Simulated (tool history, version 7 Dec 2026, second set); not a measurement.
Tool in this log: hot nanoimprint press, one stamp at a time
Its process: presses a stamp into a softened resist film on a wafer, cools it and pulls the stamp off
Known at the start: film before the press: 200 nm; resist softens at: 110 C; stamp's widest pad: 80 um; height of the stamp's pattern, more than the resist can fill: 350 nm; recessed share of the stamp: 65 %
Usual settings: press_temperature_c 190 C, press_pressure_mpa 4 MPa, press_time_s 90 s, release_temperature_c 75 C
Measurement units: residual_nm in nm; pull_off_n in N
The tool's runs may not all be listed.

{"run": 1, "hour": 0.0, "press_temperature_c": 190, "press_pressure_mpa": 4, "press_time_s": 90, "release_temperature_c": 75, "residual_nm": 105.6, "pull_off_n": 130}
{"run": 2, "hour": 49.7, "press_temperature_c": 190, "press_pressure_mpa": 4, "press_time_s": 90, "release_temperature_c": 75, "residual_nm": 105.7, "pull_off_n": 134}
{"run": 3, "hour": 73.4, "press_temperature_c": 190, "press_pressure_mpa": 4, "press_time_s": 90, "release_temperature_c": 75, "residual_nm": 106.2, "pull_off_n": 142}
{"hour": 96.2, "done": "stamp cleaned and given a new release coat"}
{"run": 4, "hour": 117.6, "press_temperature_c": 190, "press_pressure_mpa": 4, "press_time_s": 90, "release_temperature_c": 75, "residual_nm": 106.1, "pull_off_n": 113}
{"run": 5, "hour": 161.6, "press_temperature_c": 190, "press_pressure_mpa": 4, "press_time_s": 95, "release_temperature_c": 75, "residual_nm": 104.1, "pull_off_n": 118}
{"run": 6, "hour": 215.2, "press_temperature_c": 190, "press_pressure_mpa": 4, "press_time_s": 95, "release_temperature_c": 75, "residual_nm": 100.5, "pull_off_n": 123}
{"hour": 224.2, "done": "plate thermocouple calibrated"}
{"run": 7, "hour": 259.9, "press_temperature_c": 190, "press_pressure_mpa": 4, "press_time_s": 67, "release_temperature_c": 75, "residual_nm": 121.9, "pull_off_n": 133}
{"run": 8, "hour": 291.4, "press_temperature_c": 195, "press_pressure_mpa": 4, "press_time_s": 90, "release_temperature_c": 75, "residual_nm": 92.8, "pull_off_n": 141}
{"hour": 308.0, "done": "stamp cleaned and given a new release coat"}
{"run": 9, "hour": 334.8, "press_temperature_c": 195, "press_pressure_mpa": 4, "press_time_s": 90, "release_temperature_c": 75, "residual_nm": 92.9, "pull_off_n": 118}
{"run": 10, "hour": 363.7, "press_temperature_c": 195, "press_pressure_mpa": 4, "press_time_s": 90, "release_temperature_c": 75, "residual_nm": 91.6, "pull_off_n": 125}
{"run": 11, "hour": 404.5, "press_temperature_c": 195, "press_pressure_mpa": 4, "press_time_s": 90, "release_temperature_c": 75, "residual_nm": 92.5, "pull_off_n": 129}
{"run": 12, "hour": 443.1, "press_temperature_c": 194, "press_pressure_mpa": 4, "press_time_s": 90, "release_temperature_c": 75, "residual_nm": 96.3, "pull_off_n": 132}
{"run": 13, "hour": 469.0, "press_temperature_c": 190, "press_pressure_mpa": 4, "press_time_s": 135, "release_temperature_c": 75, "residual_nm": 95, "pull_off_n": 134}
{"hour": 518.6, "done": "stamp cleaned and given a new release coat"}
{"run": 14, "hour": 523.9, "press_temperature_c": 190, "press_pressure_mpa": 4, "press_time_s": 135, "release_temperature_c": 75, "residual_nm": 94.5, "pull_off_n": 116}
{"run": 15, "hour": 567.1, "press_temperature_c": 190, "press_pressure_mpa": 4, "press_time_s": 135, "release_temperature_c": 75, "residual_nm": 95.6, "pull_off_n": 122}
{"run": 16, "hour": 592.0, "press_temperature_c": 190, "press_pressure_mpa": 4, "press_time_s": 90, "release_temperature_c": 75, "residual_nm": 109, "pull_off_n": 124}
{"run": 17, "hour": 614.8, "press_temperature_c": 190, "press_pressure_mpa": 4.59, "press_time_s": 90, "release_temperature_c": 75, "residual_nm": 101.7, "pull_off_n": 127}
{"run": 18, "hour": 668.9, "press_temperature_c": 190, "press_pressure_mpa": 4.59, "press_time_s": 90, "release_temperature_c": 75, "residual_nm": 101.3, "pull_off_n": 135}
{"run": 19, "hour": 701.4, "press_temperature_c": 190, "press_pressure_mpa": 4.59, "press_time_s": 90, "release_temperature_c": 75, "residual_nm": 102, "pull_off_n": 135}
{"hour": 727.9, "done": "press's hydraulic seals changed and the load cell set to zero"}
{"hour": 738.7, "done": "stamp cleaned and given a new release coat"}
{"run": 20, "hour": 767.4, "press_temperature_c": 180, "press_pressure_mpa": 2.59, "press_time_s": 90, "release_temperature_c": 75, "residual_nm": 162.2, "pull_off_n": 115}
{"run": 21, "hour": 810.5, "press_temperature_c": 180, "press_pressure_mpa": 2.59, "press_time_s": 90, "release_temperature_c": 79, "residual_nm": 162.3, "pull_off_n": 117}
{"run": 22, "hour": 841.4, "press_temperature_c": 193, "press_pressure_mpa": 3.44, "press_time_s": 90, "release_temperature_c": 72, "residual_nm": 102.6, "pull_off_n": 133}
{"run": 23, "hour": 880.2, "press_temperature_c": 193, "press_pressure_mpa": 4.74, "press_time_s": 61, "release_temperature_c": 77, "residual_nm": 99.5, "pull_off_n": 127}
{"run": 24, "hour": 933.8, "press_temperature_c": 193, "press_pressure_mpa": 4.74, "press_time_s": 61, "release_temperature_c": 77, "residual_nm": 99.1, "pull_off_n": 131}
{"hour": 948.4, "done": "stamp cleaned and given a new release coat"}
{"run": 25, "hour": 962.7, "press_temperature_c": 193, "press_pressure_mpa": 4.74, "press_time_s": 61, "release_temperature_c": 77, "residual_nm": 101, "pull_off_n": 111}
{"run": 26, "hour": 1008.8, "press_temperature_c": 187, "press_pressure_mpa": 4.74, "press_time_s": 147, "release_temperature_c": 77, "residual_nm": 90, "pull_off_n": 118}
{"run": 27, "hour": 1033.9, "press_temperature_c": 187, "press_pressure_mpa": 4.51, "press_time_s": 147, "release_temperature_c": 63, "residual_nm": 92.3, "pull_off_n": 152}
{"run": 28, "hour": 1061.1, "press_temperature_c": 190, "press_pressure_mpa": 4, "press_time_s": 68, "release_temperature_c": 75, "residual_nm": 114.7, "pull_off_n": 129}
{"run": 29, "hour": 1115.1, "press_temperature_c": 194, "press_pressure_mpa": 4, "press_time_s": 89, "release_temperature_c": 81, "residual_nm": 91.7, "pull_off_n": 118}
{"run": 30, "hour": 1149.6, "press_temperature_c": 196, "press_pressure_mpa": 4, "press_time_s": 78, "release_temperature_c": 81, "residual_nm": 89.3, "pull_off_n": 129}
{"hour": 1159.1, "done": "stamp cleaned and given a new release coat"}
{"run": 31, "hour": 1189.4, "press_temperature_c": 200, "press_pressure_mpa": 5.67, "press_time_s": 74, "release_temperature_c": 74, "residual_nm": 65.2, "pull_off_n": 112}

What if the next run were any one of these 3? Each begins from the tool's condition after run 31:
{"run": "A", "hour": 1214.2, "press_temperature_c": 186, "press_pressure_mpa": 5.67, "press_time_s": 74, "release_temperature_c": 74, "residual_nm": "?", "pull_off_n": "?"}
{"run": "B", "hour": 1214.2, "press_temperature_c": 200, "press_pressure_mpa": 4, "press_time_s": 90, "release_temperature_c": 75, "residual_nm": "?", "pull_off_n": "?"}
{"run": "C", "hour": 1214.2, "press_temperature_c": 180, "press_pressure_mpa": 6.35, "press_time_s": 90, "release_temperature_c": 76, "residual_nm": "?", "pull_off_n": "?"}

run=A residual_nm=109.1 pull_off_n=116
run=B residual_nm=72.3 pull_off_n=119
run=C residual_nm=120.8 pull_off_n=115
What these runs would have given with no unlogged condition in the tool:
run=A residual_nm=117.2 pull_off_n=114
run=B residual_nm=77.8 pull_off_n=116
run=C residual_nm=129.5 pull_off_n=113
